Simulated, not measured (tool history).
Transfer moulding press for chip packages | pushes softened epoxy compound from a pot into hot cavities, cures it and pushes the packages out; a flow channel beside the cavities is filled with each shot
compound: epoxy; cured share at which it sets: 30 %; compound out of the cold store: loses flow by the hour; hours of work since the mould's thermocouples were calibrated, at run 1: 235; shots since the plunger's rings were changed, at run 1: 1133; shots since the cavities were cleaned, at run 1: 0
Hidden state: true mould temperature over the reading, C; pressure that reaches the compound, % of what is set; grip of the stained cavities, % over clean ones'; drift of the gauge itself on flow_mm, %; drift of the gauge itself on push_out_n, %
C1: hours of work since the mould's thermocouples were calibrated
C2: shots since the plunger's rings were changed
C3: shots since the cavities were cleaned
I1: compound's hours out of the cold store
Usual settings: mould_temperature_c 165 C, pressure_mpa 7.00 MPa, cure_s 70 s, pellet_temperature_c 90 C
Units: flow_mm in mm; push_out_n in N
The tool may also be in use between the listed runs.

{"run": 1, "day": 0.0, "mould_temperature_c": 165, "pressure_mpa": 7.0, "cure_s": 70, "pellet_temperature_c": 90, "C1": 235, "C2": 1133, "C3": 0, "I1": 19.2, "flow_mm": 585, "push_out_n": 298}
{"day": 2.638, "done": "cavities cleaned with cleaning compound and waxed"}
{"run": 2, "day": 2.638, "mould_temperature_c": 165, "pressure_mpa": 7.0, "cure_s": 70, "pellet_temperature_c": 90, "C1": 271, "C2": 1889, "C3": 0, "I1": 39.4, "flow_mm": 492, "push_out_n": 292}
{"run": 3, "day": 4.725, "mould_temperature_c": 165, "pressure_mpa": 7.0, "cure_s": 70, "pellet_temperature_c": 90, "C1": 299, "C2": 2503, "C3": 614, "I1": 34.3, "flow_mm": 504, "push_out_n": 498}
{"day": 5.412, "done": "cavities cleaned with cleaning compound and waxed"}
{"run": 4, "day": 6.188, "mould_temperature_c": 165, "pressure_mpa": 7.0, "cure_s": 70, "pellet_temperature_c": 90, "C1": 319, "C2": 2914, "C3": 228, "I1": 21.0, "flow_mm": 554, "push_out_n": 393}
{"day": 7.042, "done": "plunger's sealing rings changed"}
{"day": 8.121, "done": "cavities cleaned with cleaning compound and waxed"}
{"run": 5, "day": 9.312, "mould_temperature_c": 165, "pressure_mpa": 7.0, "cure_s": 70, "pellet_temperature_c": 90, "C1": 359, "C2": 648, "C3": 350, "I1": 44.9, "flow_mm": 484, "push_out_n": 439}
{"day": 10.771, "done": "cavities cleaned with cleaning compound and waxed"}
{"run": 6, "day": 12.167, "mould_temperature_c": 165, "pressure_mpa": 7.0, "cure_s": 70, "pellet_temperature_c": 90, "C1": 398, "C2": 1469, "C3": 411, "I1": 33.8, "flow_mm": 522, "push_out_n": 444}
{"day": 13.408, "done": "cavities cleaned with cleaning compound and waxed"}
{"run": 7, "day": 13.933, "mould_temperature_c": 165, "pressure_mpa": 7.0, "cure_s": 70, "pellet_temperature_c": 90, "C1": 421, "C2": 1968, "C3": 153, "I1": 10.4, "flow_mm": 609, "push_out_n": 351}
{"run": 8, "day": 15.546, "mould_temperature_c": 165, "pressure_mpa": 7.0, "cure_s": 70, "pellet_temperature_c": 80, "C1": 443, "C2": 2443, "C3": 628, "I1": 8.1, "flow_mm": 615, "push_out_n": 514}
{"day": 16.071, "done": "cavities cleaned with cleaning compound and waxed"}
{"run": 9, "day": 17.05, "mould_temperature_c": 165, "pressure_mpa": 7.0, "cure_s": 70, "pellet_temperature_c": 80, "C1": 463, "C2": 2865, "C3": 287, "I1": 23.3, "flow_mm": 544, "push_out_n": 397}
{"day": 17.921, "done": "plunger's sealing rings changed"}
{"day": 18.779, "done": "cavities cleaned with cleaning compound and waxed"}
{"run": 10, "day": 18.871, "mould_temperature_c": 165, "pressure_mpa": 7.0, "cure_s": 58, "pellet_temperature_c": 90, "C1": 486, "C2": 261, "C3": 28, "I1": 32.6, "flow_mm": 534, "push_out_n": 415}
{"run": 11, "day": 20.229, "mould_temperature_c": 165, "pressure_mpa": 7.0, "cure_s": 58, "pellet_temperature_c": 90, "C1": 504, "C2": 659, "C3": 426, "I1": 32.1, "flow_mm": 529, "push_out_n": 610}
{"day": 21.533, "done": "cavities cleaned with cleaning compound and waxed"}
{"run": 12, "day": 23.233, "mould_temperature_c": 165, "pressure_mpa": 7.0, "cure_s": 58, "pellet_temperature_c": 90, "C1": 545, "C2": 1523, "C3": 499, "I1": 13.6, "flow_mm": 601, "push_out_n": 672}
{"day": 24.292, "done": "cavities cleaned with cleaning compound and waxed"}
{"run": 13, "day": 25.792, "mould_temperature_c": 165, "pressure_mpa": 7.0, "cure_s": 58, "pellet_temperature_c": 90, "C1": 579, "C2": 2256, "C3": 440, "I1": 10.9, "flow_mm": 600, "push_out_n": 651}
{"day": 26.996, "done": "cavities cleaned with cleaning compound and waxed"}
{"run": 14, "day": 28.496, "mould_temperature_c": 165, "pressure_mpa": 7.0, "cure_s": 58, "pellet_temperature_c": 90, "C1": 615, "C2": 3033, "C3": 442, "I1": 17.9, "flow_mm": 568, "push_out_n": 629}
{"day": 28.812, "done": "plunger's sealing rings changed"}
{"day": 29.733, "done": "cavities cleaned with cleaning compound and waxed"}
{"run": 15, "day": 30.8, "mould_temperature_c": 165, "pressure_mpa": 7.0, "cure_s": 58, "pellet_temperature_c": 90, "C1": 645, "C2": 566, "C3": 314, "I1": 29.6, "flow_mm": 540, "push_out_n": 536}
{"day": 32.504, "done": "cavities cleaned with cleaning compound and waxed"}
{"run": 16, "day": 32.733, "mould_temperature_c": 165, "pressure_mpa": 7.0, "cure_s": 58, "pellet_temperature_c": 90, "C1": 670, "C2": 1115, "C3": 67, "I1": 11.7, "flow_mm": 610, "push_out_n": 463}
{"day": 35.212, "done": "cavities cleaned with cleaning compound and waxed"}
{"run": 17, "day": 35.471, "mould_temperature_c": 165, "pressure_mpa": 5.45, "cure_s": 57, "pellet_temperature_c": 90, "C1": 707, "C2": 1901, "C3": 76, "I1": 40.3, "flow_mm": 432, "push_out_n": 409}
{"day": 37.925, "done": "cavities cleaned with cleaning compound and waxed"}
{"run": 18, "day": 38.438, "mould_temperature_c": 165, "pressure_mpa": 5.45, "cure_s": 57, "pellet_temperature_c": 90, "C1": 747, "C2": 2754, "C3": 150, "I1": 45.7, "flow_mm": 408, "push_out_n": 461}
{"day": 39.796, "done": "plunger's sealing rings changed"}
{"run": 19, "day": 40.062, "mould_temperature_c": 165, "pressure_mpa": 5.45, "cure_s": 57, "pellet_temperature_c": 90, "C1": 768, "C2": 78, "C3": 597, "I1": 20.2, "flow_mm": 510, "push_out_n": 722}
{"day": 40.792, "done": "cavities cleaned with cleaning compound and waxed"}
{"run": 20, "day": 41.871, "mould_temperature_c": 165, "pressure_mpa": 5.45, "cure_s": 57, "pellet_temperature_c": 94, "C1": 792, "C2": 591, "C3": 317, "I1": 41.0, "flow_mm": 438, "push_out_n": 537}
{"day": 43.421, "done": "cavities cleaned with cleaning compound and waxed"}
{"run": 21, "day": 44.604, "mould_temperature_c": 165, "pressure_mpa": 5.45, "cure_s": 57, "pellet_temperature_c": 94, "C1": 829, "C2": 1375, "C3": 347, "I1": 33.3, "flow_mm": 455, "push_out_n": 548}
{"day": 46.083, "done": "cavities cleaned with cleaning compound and waxed"}
{"day": 47.012, "done": "mould's thermocouples calibrated"}
{"run": 22, "day": 47.75, "mould_temperature_c": 165, "pressure_mpa": 5.45, "cure_s": 57, "pellet_temperature_c": 94, "C1": 10, "C2": 2256, "C3": 466, "I1": 29.5, "flow_mm": 466, "push_out_n": 706}
{"day": 48.946, "done": "cavities cleaned with cleaning compound and waxed"}
{"run": 23, "day": 49.425, "mould_temperature_c": 157, "pressure_mpa": 6.05, "cure_s": 66, "pellet_temperature_c": 91, "C1": 32, "C2": 2729, "C3": 141, "I1": 35.8, "flow_mm": 471, "push_out_n": 640}
{"day": 50.7, "done": "plunger's sealing rings changed"}
{"day": 51.808, "done": "cavities cleaned with cleaning compound and waxed"}
{"run": 24, "day": 52.008, "mould_temperature_c": 172, "pressure_mpa": 5.2, "cure_s": 53, "pellet_temperature_c": 86, "C1": 65, "C2": 366, "C3": 59, "I1": 40.1, "flow_mm": 430, "push_out_n": 363}
{"run": 25, "day": 53.946, "mould_temperature_c": 172, "pressure_mpa": 5.2, "cure_s": 53, "pellet_temperature_c": 86, "C1": 92, "C2": 935, "C3": 628, "I1": 23.4, "flow_mm": 477, "push_out_n": 613}

Forecast each of these 3 alternatives for the next run:
{"day": 54.412, "done": "cavities cleaned with cleaning compound and waxed"}
{"run": "A", "day": 56.725, "mould_temperature_c": 165, "pressure_mpa": 6.55, "cure_s": 89, "pellet_temperature_c": 90, "C1": 129, "C2": 1733, "C3": 680, "I1": 23.1, "flow_mm": "?", "push_out_n": "?"}
{"day": 54.412, "done": "cavities cleaned with cleaning compound and waxed"}
{"run": "B", "day": 56.725, "mould_temperature_c": 158, "pressure_mpa": 6.84, "cure_s": 53, "pellet_temperature_c": 96, "C1": 129, "C2": 1733, "C3": 680, "I1": 33.1, "flow_mm": "?", "push_out_n": "?"}
{"day": 54.412, "done": "cavities cleaned with cleaning compound and waxed"}
{"run": "C", "day": 56.725, "mould_temperature_c": 164, "pressure_mpa": 8.79, "cure_s": 70, "pellet_temperature_c": 90, "C1": 129, "C2": 1733, "C3": 680, "I1": 27.9, "flow_mm": "?", "push_out_n": "?"}

run=A flow_mm=546 push_out_n=444
run=B flow_mm=527 push_out_n=1366
run=C flow_mm=604 push_out_n=561
Without the tool's hidden state the same runs would have given:
run=A flow_mm=562 push_out_n=239
run=B flow_mm=543 push_out_n=748
run=C flow_mm=622 push_out_n=310
